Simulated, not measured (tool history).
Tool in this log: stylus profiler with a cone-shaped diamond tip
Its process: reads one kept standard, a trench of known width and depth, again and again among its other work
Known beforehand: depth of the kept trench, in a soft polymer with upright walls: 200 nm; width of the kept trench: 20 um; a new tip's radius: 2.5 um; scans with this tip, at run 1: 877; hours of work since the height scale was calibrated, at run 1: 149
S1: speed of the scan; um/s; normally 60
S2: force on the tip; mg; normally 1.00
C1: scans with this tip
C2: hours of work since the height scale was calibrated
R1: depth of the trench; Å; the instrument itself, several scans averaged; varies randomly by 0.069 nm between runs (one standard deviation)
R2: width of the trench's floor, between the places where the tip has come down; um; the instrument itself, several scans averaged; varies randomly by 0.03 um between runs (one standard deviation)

Run 1, hour 0.0: usual settings; C1 877; C2 149. Result: R1 2004.9 Å, R2 17.59 um.
Run 2, hour 12.8: usual settings; C1 916; C2 156. Result: R1 2005.8 Å, R2 17.62 um.
Run 3, hour 37.4: usual settings; C1 989; C2 168. Result: R1 2004.8 Å, R2 17.53 um.
Run 4, hour 61.6: usual settings; C1 1062; C2 181. Result: R1 2006.3 Å, R2 17.54 um.
Run 5, hour 79.7: usual settings but S1 35 um/s; C1 1116; C2 190. Result: R1 2005.8 Å, R2 17.70 um.
Run 6, hour 98.9: usual settings but S1 72 um/s; C1 1174; C2 200. Result: R1 2007.7 Å, R2 17.48 um.
Run 7, hour 113.1: usual settings but S1 72 um/s; C1 1216; C2 207. Result: R1 2005.8 Å, R2 17.51 um.
Run 8, hour 135.8: usual settings but S1 72 um/s; C1 1284; C2 218. Result: R1 2005.5 Å, R2 17.45 um.
Run 9, hour 146.1: usual settings; C1 1315; C2 224. Result: R1 2006.3 Å, R2 17.52 um.
Run 10, hour 166.1: usual settings; C1 1375; C2 234. Result: R1 2006.1 Å, R2 17.54 um.
Run 11, hour 180.6: usual settings but S2 1.85 mg; C1 1418; C2 241. Result: R1 2010.5 Å, R2 17.56 um.
Run 12, hour 199.8: usual settings but S2 0.50 mg; C1 1476; C2 251. Result: R1 2003.6 Å, R2 17.39 um.
Run 13, hour 221.2: usual settings but S2 0.50 mg; C1 1540; C2 262. Result: R1 2004.2 Å, R2 17.39 um.
Run 14, hour 236.8: usual settings but S2 0.50 mg; C1 1587; C2 270. Result: R1 2004.7 Å, R2 17.38 um.
Run 15, hour 254.8: usual settings but S2 0.50 mg; C1 1641; C2 279. Result: R1 2004.5 Å, R2 17.33 um.
Run 16, hour 276.7: usual settings but S2 1.01 mg; C1 1707; C2 290. Result: R1 2006.9 Å, R2 17.38 um.
Run 17, hour 295.1: usual settings but S2 0.64 mg; C1 1762; C2 300. Result: R1 2005.3 Å, R2 17.34 um.
Run 18, hour 312.4: usual settings; C1 1814; C2 308. Result: R1 2006.4 Å, R2 17.41 um.
Run 19, hour 323.0: usual settings; C1 1846; C2 314. Result: R1 2007.3 Å, R2 17.33 um.
Run 20, hour 334.7: usual settings but S2 2.01 mg; C1 1881; C2 320. Result: R1 2010.6 Å, R2 17.49 um.
Run 21, hour 352.5: usual settings but S2 2.01 mg; C1 1934; C2 329. Result: R1 2010.1 Å, R2 17.45 um.
Run 22, hour 363.4: usual settings but S2 1.37 mg; C1 1967; C2 334. Result: R1 2007.7 Å, R2 17.43 um.
Run 23, hour 376.0: usual settings but S2 1.37 mg; C1 2005; C2 341. Result: R1 2008.1 Å, R2 17.40 um.
Run 24, hour 397.8: usual settings but S1 18 um/s, S2 0.64 mg; C1 2070; C2 352. Result: R1 2005.1 Å, R2 17.50 um.
Run 25, hour 422.0: usual settings but S1 42 um/s, S2 1.37 mg; C1 2143; C2 364. Result: R1 2008.0 Å, R2 17.49 um.
Run 26, hour 440.9: usual settings but S1 42 um/s, S2 1.37 mg; C1 2199; C2 374. Result: R1 2009.8 Å, R2 17.47 um.
At hour 442.7: height scale calibrated on a step standard.
Run 27, hour 461.0: usual settings but S1 42 um/s, S2 1.37 mg; C1 2258; C2 9. Result: R1 2009.5 Å, R2 17.45 um.
Run 28, hour 479.0: usual settings but S1 42 um/s, S2 1.37 mg; C1 2312; C2 19. Result: R1 2008.5 Å, R2 17.43 um.
Run 29, hour 494.2: usual settings but S1 42 um/s, S2 1.37 mg; C1 2357; C2 26. Result: R1 2009.4 Å, R2 17.41 um.
Run 30, hour 505.0: usual settings but S1 49 um/s; C1 2390; C2 32. Result: R1 2007.7 Å, R2 17.34 um.
Run 31, hour 523.1: usual settings but S1 162 um/s, S2 0.96 mg; C1 2444; C2 41. Result: R1 2006.9 Å, R2 16.86 um.
Run 32, hour 539.0: usual settings but S1 162 um/s, S2 1.99 mg; C1 2492; C2 49. Result: R1 2011.5 Å, R2 17.09 um.
Run 33, hour 549.7: usual settings but S1 162 um/s, S2 1.99 mg; C1 2524; C2 55. Result: R1 2012.3 Å, R2 17.01 um.
Run 34, hour 568.2: usual settings but S1 82 um/s, S2 0.35 mg; C1 2579; C2 64. Result: R1 2004.1 Å, R2 16.90 um.
At hour 589.7: height scale calibrated on a step standard, once more.
Run 35, hour 592.1: usual settings but S1 142 um/s, S2 2.21 mg; C1 2650; C2 1. Result: R1 2010.4 Å, R2 17.08 um.
Run 36, hour 604.9: usual settings but S1 65 um/s, S2 2.21 mg; C1 2688; C2 8. Result: R1 2011.1 Å, R2 17.40 um.
Run 37, hour 616.5: usual settings but S1 153 um/s, S2 0.81 mg; C1 2723; C2 14. Result: R1 2006.9 Å, R2 16.70 um.
Run 38, hour 634.8: usual settings but S1 56 um/s, S2 1.10 mg; C1 2777; C2 23. Result: R1 2006.7 Å, R2 17.24 um.
Run 39, hour 651.6: usual settings but S1 56 um/s, S2 1.10 mg; C1 2828; C2 32. Result: R1 2006.7 Å, R2 17.26 um.
Run 40, hour 674.1: usual settings but S1 56 um/s, S2 1.10 mg; C1 2896; C2 43. Result: R1 2008.0 Å, R2 17.25 um.
Run 41, hour 697.9: usual settings but S1 137 um/s, S2 0.82 mg; C1 2967; C2 55. Result: R1 2006.8 Å, R2 16.73 um.
Run 42, hour 709.7: usual settings but S1 197 um/s, S2 1.57 mg; C1 3002; C2 61. Result: R1 2008.2 Å, R2 16.76 um.
Run 43, hour 735.0: usual settings but S1 18 um/s, S2 0.71 mg; C1 3078; C2 74. Result: R1 2005.2 Å, R2 17.33 um.
Run 44, hour 753.3: usual settings but S1 176 um/s; C1 3133; C2 83. Result: R1 2007.9 Å, R2 16.65 um.
Run 45, hour 769.2: usual settings but S2 0.62 mg; C1 3180; C2 91. Result: R1 2004.9 Å, R2 17.14 um.
Run 46, hour 782.3: usual settings but S2 0.62 mg; C1 3220; C2 98. Result: R1 2006.2 Å, R2 17.05 um.

Predict each of these 4 candidate next runs independently; none follows another, all start after run 46:
Run A, hour 807.0: usual settings but S2 1.09 mg; C1 3294; C2 111. Result: R1 ?, R2 ?.
Run B, hour 807.0: usual settings but S1 42 um/s, S2 1.88 mg; C1 3294; C2 111. Result: R1 ?, R2 ?.
Run C, hour 807.0: usual settings but S1 236 um/s, S2 0.40 mg; C1 3294; C2 111. Result: R1 ?, R2 ?.
Run D, hour 807.0: usual settings but S2 2.02 mg; C1 3294; C2 111. Result: R1 ?, R2 ?.

run      R1     R2
  A  2007.3  17.16
  B  2010.6  17.26
  C  2004.7  15.74
  D  2010.7  17.24
With no hidden state in the tool, these same runs would have given:
run      R1     R2
  A  2006.4  17.79
  B  2009.7  17.89
  C  2003.8  16.37
  D  2009.8  17.86
